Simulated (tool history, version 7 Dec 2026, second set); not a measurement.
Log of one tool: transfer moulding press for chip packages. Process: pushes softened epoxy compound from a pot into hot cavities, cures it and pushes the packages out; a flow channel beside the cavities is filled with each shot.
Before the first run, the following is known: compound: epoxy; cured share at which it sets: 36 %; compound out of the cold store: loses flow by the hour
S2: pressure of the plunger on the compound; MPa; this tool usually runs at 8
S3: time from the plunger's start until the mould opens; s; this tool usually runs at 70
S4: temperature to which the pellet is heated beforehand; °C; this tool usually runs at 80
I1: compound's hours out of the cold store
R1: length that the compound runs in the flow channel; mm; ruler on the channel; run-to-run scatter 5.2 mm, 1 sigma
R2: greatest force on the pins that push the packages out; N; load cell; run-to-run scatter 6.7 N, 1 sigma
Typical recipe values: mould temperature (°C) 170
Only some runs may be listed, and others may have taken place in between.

run 1 day=0 | mould_temperature_(°C)=170 S2=8 S3=70 S4=80 | I1=36.8 | R1=760 R2=511
run 2 day=0.654 | mould_temperature_(°C)=170 S2=8 S3=70 S4=80 | I1=23.4 | R1=808 R2=561
run 3 day=1.375 | mould_temperature_(°C)=170 S2=8 S3=70 S4=80 | I1=41.2 | R1=728 R2=548
-- day=1.575 cavities cleaned with cleaning compound and waxed
run 4 day=1.829 | mould_temperature_(°C)=170 S2=8 S3=70 S4=80 | I1=41.4 | R1=737 R2=332
run 5 day=2.246 | mould_temperature_(°C)=170 S2=8 S3=70 S4=80 | I1=37.6 | R1=748 R2=410
run 6 day=3.108 | mould_temperature_(°C)=170 S2=8 S3=80 S4=80 | I1=12.3 | R1=849 R2=452
run 7 day=3.55 | mould_temperature_(°C)=170 S2=8 S3=80 S4=80 | I1=10 | R1=846 R2=468
run 8 day=4.179 | mould_temperature_(°C)=170 S2=8 S3=70 S4=80 | I1=26.9 | R1=776 R2=575
-- day=4.608 cavities cleaned with cleaning compound and waxed
run 9 day=5.012 | mould_temperature_(°C)=170 S2=8 S3=70 S4=80 | I1=42.5 | R1=718 R2=365
-- day=5.312 mould's thermocouples calibrated
run 10 day=5.55 | mould_temperature_(°C)=170 S2=8 S3=70 S4=80 | I1=45.2 | R1=717 R2=441
run 11 day=6.054 | mould_temperature_(°C)=170 S2=8 S3=70 S4=80 | I1=36.5 | R1=741 R2=488
run 12 day=6.654 | mould_temperature_(°C)=170 S2=8 S3=50 S4=81 | I1=32.3 | R1=736 R2=1142
run 13 day=7.333 | mould_temperature_(°C)=176 S2=8 S3=52 S4=81 | I1=16.4 | R1=781 R2=749
-- day=7.554 plunger's sealing rings changed
-- day=7.817 cavities cleaned with cleaning compound and waxed
run 14 day=8.162 | mould_temperature_(°C)=176 S2=8 S3=52 S4=81 | I1=44.4 | R1=741 R2=430
run 15 day=8.762 | mould_temperature_(°C)=170 S2=8 S3=70 S4=80 | I1=19.6 | R1=857 R2=466
run 16 day=9.229 | mould_temperature_(°C)=170 S2=6.16 S3=99 S4=80 | I1=36.4 | R1=684 R2=405
run 17 day=9.862 | mould_temperature_(°C)=170 S2=8 S3=70 S4=85 | I1=34.5 | R1=798 R2=526
run 18 day=10.275 | mould_temperature_(°C)=170 S2=8 S3=70 S4=85 | I1=36.4 | R1=778 R2=573
-- day=10.838 cavities cleaned with cleaning compound and waxed
run 19 day=11.004 | mould_temperature_(°C)=170 S2=8 S3=70 S4=85 | I1=42.6 | R1=752 R2=313
run 20 day=11.592 | mould_temperature_(°C)=165 S2=8.34 S3=66 S4=75 | I1=11.3 | R1=930 R2=718
run 21 day=12.079 | mould_temperature_(°C)=165 S2=8.34 S3=66 S4=75 | I1=32.6 | R1=835 R2=733

4 ways to go on from here, each from the tool as it stands after run 21. What would each give?
run A day=12.717 | mould_temperature_(°C)=171 S2=8.28 S3=66 S4=75 | I1=37.5 | R1=? R2=?
run B day=12.717 | mould_temperature_(°C)=166 S2=7.1 S3=66 S4=79 | I1=12.5 | R1=? R2=?
run C day=12.717 | mould_temperature_(°C)=173 S2=8.34 S3=77 S4=75 | I1=10.9 | R1=? R2=?
run D day=12.717 | mould_temperature_(°C)=170 S2=8 S3=101 S4=79 | I1=30.6 | R1=? R2=?

run=A R1=781 R2=550
run=B R1=839 R2=828
run=C R1=880 R2=452
run=D R1=801 R2=440
Stripped of hidden state, with their random variation kept, the same runs would have yielded:
run=A R1=804 R2=285
run=B R1=864 R2=428
run=C R1=906 R2=235
run=D R1=825 R2=233
